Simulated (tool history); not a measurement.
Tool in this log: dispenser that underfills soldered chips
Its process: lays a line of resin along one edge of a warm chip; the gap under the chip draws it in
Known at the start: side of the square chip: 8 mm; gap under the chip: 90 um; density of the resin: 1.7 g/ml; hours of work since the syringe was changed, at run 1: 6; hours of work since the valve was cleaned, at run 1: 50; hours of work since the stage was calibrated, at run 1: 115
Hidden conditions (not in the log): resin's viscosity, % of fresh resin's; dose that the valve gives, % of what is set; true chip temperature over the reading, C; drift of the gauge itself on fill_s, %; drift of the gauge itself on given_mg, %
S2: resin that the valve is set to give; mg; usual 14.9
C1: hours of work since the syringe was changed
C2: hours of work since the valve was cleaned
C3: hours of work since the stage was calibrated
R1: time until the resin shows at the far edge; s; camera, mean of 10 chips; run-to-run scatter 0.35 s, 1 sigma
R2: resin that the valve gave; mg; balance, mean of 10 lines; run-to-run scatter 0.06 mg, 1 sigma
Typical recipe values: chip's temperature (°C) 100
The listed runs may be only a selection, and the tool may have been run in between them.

run 1 hour=0.0 | chip's_temperature_(°C)=100 S2=14.9 | C1=6 C2=50 C3=115 | R1=32.7 R2=14.31
-- hour=3.5 new syringe of resin
run 2 hour=6.6 | chip's_temperature_(°C)=100 S2=14.9 | C1=2 C2=54 C3=119 | R1=21.7 R2=14.15
run 3 hour=13.2 | chip's_temperature_(°C)=100 S2=14.9 | C1=6 C2=59 C3=123 | R1=32.3 R2=14.07
-- hour=16.6 new syringe of resin
run 4 hour=20.6 | chip's_temperature_(°C)=100 S2=14.9 | C1=3 C2=63 C3=128 | R1=23.7 R2=14.10
run 5 hour=25.4 | chip's_temperature_(°C)=108 S2=14.9 | C1=6 C2=66 C3=131 | R1=23.8 R2=14.08
-- hour=29.4 new syringe of resin
run 6 hour=31.5 | chip's_temperature_(°C)=100 S2=14.9 | C1=1 C2=70 C3=135 | R1=20.5 R2=14.11
run 7 hour=37.0 | chip's_temperature_(°C)=100 S2=14.9 | C1=5 C2=74 C3=138 | R1=28.9 R2=13.98
-- hour=42.6 new syringe of resin
run 8 hour=44.6 | chip's_temperature_(°C)=100 S2=14.9 | C1=1 C2=78 C3=143 | R1=22.1 R2=13.99
run 9 hour=50.8 | chip's_temperature_(°C)=100 S2=14.9 | C1=5 C2=82 C3=147 | R1=30.6 R2=13.93
-- hour=55.6 new syringe of resin
run 10 hour=56.4 | chip's_temperature_(°C)=100 S2=14.9 | C1=1 C2=86 C3=150 | R1=19.7 R2=13.76
run 11 hour=61.6 | chip's_temperature_(°C)=100 S2=14.9 | C1=4 C2=89 C3=154 | R1=27.4 R2=13.83
-- hour=68.8 new syringe of resin
run 12 hour=69.0 | chip's_temperature_(°C)=110 S2=14.9 | C1=0 C2=94 C3=158 | R1=13.0 R2=13.80
run 13 hour=73.5 | chip's_temperature_(°C)=110 S2=14.9 | C1=3 C2=97 C3=161 | R1=16.8 R2=13.67
-- hour=81.6 new syringe of resin
run 14 hour=83.3 | chip's_temperature_(°C)=110 S2=14.9 | C1=1 C2=103 C3=167 | R1=14.0 R2=13.65
run 15 hour=91.1 | chip's_temperature_(°C)=110 S2=14.9 | C1=6 C2=108 C3=172 | R1=22.3 R2=13.65
-- hour=94.3 new syringe of resin
-- hour=99.7 dispensing valve cleaned and set on the balance
run 16 hour=101.5 | chip's_temperature_(°C)=98 S2=14.9 | C1=4 C2=1 C3=178 | R1=28.9 R2=14.91
run 17 hour=106.4 | chip's_temperature_(°C)=98 S2=14.9 | C1=7 C2=4 C3=181 | R1=36.3 R2=14.77
-- hour=108.6 new syringe of resin
run 18 hour=114.6 | chip's_temperature_(°C)=95 S2=14.9 | C1=4 C2=9 C3=186 | R1=32.5 R2=14.62
run 19 hour=120.0 | chip's_temperature_(°C)=87 S2=17.1 | C1=7 C2=13 C3=190 | R1=57.5 R2=16.95
-- hour=121.6 new syringe of resin
run 20 hour=126.0 | chip's_temperature_(°C)=112 S2=14.9 | C1=3 C2=17 C3=194 | R1=15.4 R2=14.73
-- hour=134.6 new syringe of resin
run 21 hour=136.3 | chip's_temperature_(°C)=112 S2=14.9 | C1=1 C2=23 C3=200 | R1=13.2 R2=14.62
run 22 hour=145.3 | chip's_temperature_(°C)=110 S2=14.3 | C1=7 C2=29 C3=206 | R1=24.4 R2=14.02
-- hour=147.6 new syringe of resin
run 23 hour=152.7 | chip's_temperature_(°C)=101 S2=18.0 | C1=3 C2=33 C3=210 | R1=23.3 R2=17.52
run 24 hour=157.6 | chip's_temperature_(°C)=100 S2=14.8 | C1=6 C2=37 C3=214 | R1=33.0 R2=14.34
-- hour=160.5 new syringe of resin
run 25 hour=164.6 | chip's_temperature_(°C)=86 S2=17.5 | C1=3 C2=41 C3=218 | R1=40.7 R2=16.79
-- hour=173.7 new syringe of resin
run 26 hour=174.9 | chip's_temperature_(°C)=105 S2=16.2 | C1=1 C2=47 C3=224 | R1=16.3 R2=15.63
run 27 hour=182.2 | chip's_temperature_(°C)=90 S2=16.6 | C1=5 C2=52 C3=229 | R1=43.0 R2=16.00
-- hour=187.1 new syringe of resin
run 28 hour=188.0 | chip's_temperature_(°C)=92 S2=17.9 | C1=1 C2=56 C3=233 | R1=26.8 R2=17.17
run 29 hour=193.4 | chip's_temperature_(°C)=91 S2=15.7 | C1=4 C2=59 C3=236 | R1=37.8 R2=15.07
-- hour=199.8 new syringe of resin
run 30 hour=200.5 | chip's_temperature_(°C)=91 S2=15.7 | C1=0 C2=64 C3=241 | R1=27.6 R2=14.98
run 31 hour=209.6 | chip's_temperature_(°C)=91 S2=15.7 | C1=6 C2=69 C3=246 | R1=47.1 R2=14.90
-- hour=213.1 new syringe of resin
run 32 hour=219.4 | chip's_temperature_(°C)=91 S2=15.7 | C1=4 C2=75 C3=253 | R1=37.7 R2=14.86
-- hour=226.0 new syringe of resin
run 33 hour=227.8 | chip's_temperature_(°C)=91 S2=15.7 | C1=1 C2=81 C3=258 | R1=28.4 R2=14.81
run 34 hour=233.2 | chip's_temperature_(°C)=90 S2=16.1 | C1=5 C2=84 C3=261 | R1=40.8 R2=14.96

For run 35, what comes out?
-- hour=239.1 new syringe of resin
run 35 hour=240.6 | chip's_temperature_(°C)=113 S2=18.1 | C1=1 C2=89 C3=266 | R1=? R2=?

{"run 35": {"R1": 12.2, "R2": 16.86}}
Had the tool carried no hidden state, the very same run would have given R1 10.7 s, R2 18.09 mg.

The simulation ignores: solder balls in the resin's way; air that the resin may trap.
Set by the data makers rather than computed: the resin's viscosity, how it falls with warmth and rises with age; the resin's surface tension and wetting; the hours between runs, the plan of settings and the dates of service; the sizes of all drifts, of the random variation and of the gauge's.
